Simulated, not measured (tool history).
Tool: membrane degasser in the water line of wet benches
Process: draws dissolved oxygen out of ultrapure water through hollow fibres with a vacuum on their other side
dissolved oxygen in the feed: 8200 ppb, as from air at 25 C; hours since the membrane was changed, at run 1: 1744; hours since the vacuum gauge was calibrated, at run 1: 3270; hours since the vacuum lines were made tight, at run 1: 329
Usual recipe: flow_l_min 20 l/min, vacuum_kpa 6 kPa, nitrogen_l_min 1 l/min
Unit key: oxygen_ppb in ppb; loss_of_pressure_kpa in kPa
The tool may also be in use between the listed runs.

| run | hour | flow_l_min | vacuum_kpa | nitrogen_l_min | hours since the membrane was changed | hours since the vacuum gauge was calibrated | hours since the vacuum lines were made tight | oxygen_ppb | loss_of_pressure_kpa |
|---|---|---|---|---|---|---|---|---|---|
| 1 | 0 | 20 | 6 | 1 | 1744 | 3270 | 329 | 173.8 | 27.44 |
| 2 | 26.1 | 20 | 6 | 1 | 1770 | 3296 | 355 | 173.7 | 27.57 |
| 3 | 86.1 | 20 | 6 | 1 | 1830 | 3356 | 415 | 171 | 27.32 |
| 4 | 118.1 | 20 | 6 | 1 | 1862 | 3388 | 447 | 167.5 | 27.42 |
| 5 | 150.9 | 20 | 6 | 1 | 1895 | 3421 | 480 | 171.9 | 27.55 |
| 6 | 203.9 | 20 | 9.05 | 1 | 1948 | 3473 | 533 | 301.1 | 27.66 |
| 7 | 246 | 20 | 9.05 | 1 | 1990 | 3516 | 575 | 301.3 | 27.47 |
| 8 | 286.8 | 20 | 9.05 | 1 | 2031 | 3556 | 616 | 301.6 | 27.86 |
| 9 | 315.1 | 20 | 9.05 | 1 | 2059 | 3585 | 644 | 299.2 | 27.45 |
| 10 | 368.8 | 25 | 6 | 0.75 | 2113 | 3638 | 698 | 276.9 | 34.54 |
| 11 | 429.3 | 29 | 3.9 | 1.41 | 2173 | 3699 | 759 | 160 | 40 |
| 12 | 457.9 | 29 | 3.9 | 1.41 | 2202 | 3728 | 787 | 159.5 | 40.04 |
| 13 | 488.4 | 20 | 6.97 | 2.1 | 2232 | 3758 | 818 | 133.3 | 27.36 |
|  | 492.3 | vacuum gauge calibrated |
| 14 | 522.4 | 22 | 6 | 2.13 | 2266 | 30 | 851 | 131.9 | 30.44 |
| 15 | 559.5 | 22 | 6 | 0.4 | 2303 | 67 | 888 | 346.8 | 30.22 |
|  | 592.1 | vacuum gauge calibrated, once more |
| 16 | 613.1 | 22 | 6 | 0.4 | 2356 | 21 | 941 | 330.8 | 30.31 |
| 17 | 645 | 22 | 5.72 | 2.57 | 2388 | 53 | 973 | 108.9 | 30.29 |
| 18 | 672.6 | 22 | 5.72 | 2.57 | 2416 | 80 | 1001 | 110.1 | 30.37 |

Below are 3 alternative next runs, each starting from the tool's condition after run 18. Predict each:
| A | 728.7 | 20 | 4.05 | 1.52 | 2472 | 137 | 1057 | ? | ? |
| B | 728.7 | 13 | 6 | 0.99 | 2472 | 137 | 1057 | ? | ? |
| C | 728.7 | 20 | 11.94 | 0.68 | 2472 | 137 | 1057 | ? | ? |

| run | oxygen_ppb | loss_of_pressure_kpa |
|---|---|---|
| A | 70.8 | 27.38 |
| B | 98.5 | 18.01 |
| C | 551.2 | 27.31 |
Had the tool no hidden state, the same runs would have come out as:
| run | oxygen_ppb | loss_of_pressure_kpa |
|---|---|---|
| A | 67.7 | 27.01 |
| B | 97.1 | 17.77 |
| C | 547.8 | 26.94 |

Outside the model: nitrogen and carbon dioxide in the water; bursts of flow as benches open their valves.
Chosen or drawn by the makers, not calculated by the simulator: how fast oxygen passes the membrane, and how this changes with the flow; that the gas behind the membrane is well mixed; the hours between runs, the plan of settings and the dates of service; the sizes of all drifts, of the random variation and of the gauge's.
